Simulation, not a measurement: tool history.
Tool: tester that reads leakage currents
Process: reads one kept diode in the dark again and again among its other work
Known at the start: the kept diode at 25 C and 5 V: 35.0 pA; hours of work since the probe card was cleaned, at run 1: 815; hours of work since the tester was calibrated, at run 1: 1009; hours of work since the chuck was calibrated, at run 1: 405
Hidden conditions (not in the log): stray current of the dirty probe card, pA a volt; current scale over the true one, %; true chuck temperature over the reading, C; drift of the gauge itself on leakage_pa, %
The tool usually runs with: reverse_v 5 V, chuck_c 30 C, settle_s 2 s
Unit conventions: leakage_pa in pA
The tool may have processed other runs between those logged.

| run | hour | reverse_v | chuck_c | settle_s | hours of work since the probe card was cleaned | hours of work since the tester was calibrated | hours of work since the chuck was calibrated | leakage_pa |
|---|---|---|---|---|---|---|---|---|
| 1 | 0 | 5 | 30 | 2 | 815 | 1009 | 405 | 62.03 |
| 2 | 88.4 | 5 | 30 | 2 | 864 | 1058 | 454 | 62.18 |
| 3 | 142.6 | 5 | 30 | 0.53 | 893 | 1088 | 484 | 64.66 |
| 4 | 245.8 | 5 | 30 | 0.53 | 950 | 1145 | 541 | 65.38 |
| 5 | 328.8 | 5 | 30 | 0.53 | 996 | 1190 | 586 | 66.45 |
| 6 | 433.2 | 5 | 30 | 2 | 1054 | 1248 | 644 | 65.86 |
| 7 | 560.4 | 5 | 30 | 2 | 1124 | 1318 | 714 | 67.04 |
|  | 613.3 | chuck's temperature calibrated |
| 8 | 676.7 | 5 | 30 | 2 | 1187 | 1381 | 35 | 61.11 |
| 9 | 739.7 | 5 | 30 | 2 | 1222 | 1416 | 70 | 61.54 |
| 10 | 800.6 | 5 | 30 | 2 | 1255 | 1450 | 103 | 62.26 |
| 11 | 883.1 | 5 | 30 | 2 | 1301 | 1495 | 149 | 62.98 |
| 12 | 1009.1 | 5 | 30 | 2 | 1370 | 1564 | 218 | 63.88 |
| 13 | 1061.9 | 5 | 54 | 2 | 1399 | 1594 | 247 | 298.86 |
| 14 | 1177.2 | 5 | 54 | 2 | 1463 | 1657 | 311 | 300.72 |
| 15 | 1264.6 | 5 | 30 | 2 | 1511 | 1705 | 359 | 66.69 |
| 16 | 1355.7 | 6.8 | 30 | 2 | 1561 | 1756 | 409 | 78.22 |
| 17 | 1407.9 | 6.8 | 30 | 2 | 1590 | 1784 | 438 | 78.47 |
|  | 1452.7 | probe card cleaned and baked |
| 18 | 1481.6 | 6.8 | 30 | 2 | 16 | 1823 | 477 | 63.5 |
| 19 | 1609 | 6.8 | 30 | 2 | 86 | 1894 | 547 | 64.86 |
| 20 | 1720 | 6.8 | 30 | 2 | 147 | 1955 | 609 | 66 |
| 21 | 1838.4 | 10.83 | 30 | 4.76 | 213 | 2020 | 674 | 80.44 |
| 22 | 1956 | 14.39 | 30 | 2 | 277 | 2085 | 739 | 93.48 |
|  | 1965.7 | chuck's temperature calibrated |
| 23 | 2037.6 | 6.5 | 32 | 0.55 | 321 | 2129 | 40 | 72.6 |
| 24 | 2161.1 | 1.56 | 31 | 2 | 390 | 2197 | 108 | 38.26 |
| 25 | 2229.1 | 5 | 31 | 6.74 | 427 | 2234 | 145 | 61.48 |
| 26 | 2356.2 | 3.28 | 36 | 9.06 | 497 | 2305 | 215 | 74.81 |
| 27 | 2449.7 | 3.28 | 36 | 9.06 | 549 | 2356 | 267 | 75.69 |
| 28 | 2553.4 | 5.98 | 28 | 2 | 606 | 2413 | 324 | 57.02 |
| 29 | 2641.1 | 12.49 | 30 | 3.78 | 654 | 2462 | 372 | 90.8 |
| 30 | 2720.2 | 12.49 | 30 | 3.78 | 698 | 2505 | 416 | 92.34 |
| 31 | 2847.4 | 2.74 | 26 | 7.1 | 768 | 2575 | 486 | 36.73 |
| 32 | 2940.5 | 16.3 | 26 | 8.28 | 819 | 2627 | 538 | 85.39 |
| 33 | 3032.2 | 5 | 24 | 2 | 870 | 2677 | 588 | 43.54 |
| 34 | 3091.9 | 5 | 24 | 2 | 903 | 2710 | 621 | 43.78 |
| 35 | 3164.5 | 2.14 | 40 | 2 | 943 | 2750 | 661 | 91.39 |
| 36 | 3253.1 | 2.14 | 40 | 2 | 992 | 2799 | 710 | 91.8 |
|  | 3313.3 | chuck's temperature calibrated |
| 37 | 3336.2 | 2.14 | 40 | 2 | 1036 | 2844 | 13 | 83.08 |
| 38 | 3450.1 | 5.24 | 42 | 2.84 | 1099 | 2907 | 75 | 137.6 |
| 39 | 3545.8 | 5.24 | 57 | 0.8 | 1152 | 2959 | 128 | 362.27 |

5 options for the next run, each taken on its own from the tool as it stands now. Forecast them:
| A | 3640 | 1.58 | 30 | 2 | 1204 | 3011 | 180 | ? |
| B | 3640 | 5.24 | 57 | 0.35 | 1204 | 3011 | 180 | ? |
| C | 3640 | 4.82 | 23 | 7.38 | 1204 | 3011 | 180 | ? |
| D | 3640 | 5.26 | 32 | 1.01 | 1204 | 3011 | 180 | ? |
| E | 3640 | 4.11 | 24 | 2 | 1204 | 3011 | 180 | ? |

| run | leakage_pa |
|---|---|
| A | 37.93 |
| B | 365.53 |
| C | 39.59 |
| D | 74.04 |
| E | 39.22 |
With no hidden state in the tool, these same runs would have given:
| run | leakage_pa |
|---|---|
| A | 33.63 |
| B | 342.46 |
| C | 29.68 |
| D | 61.95 |
| E | 30.53 |
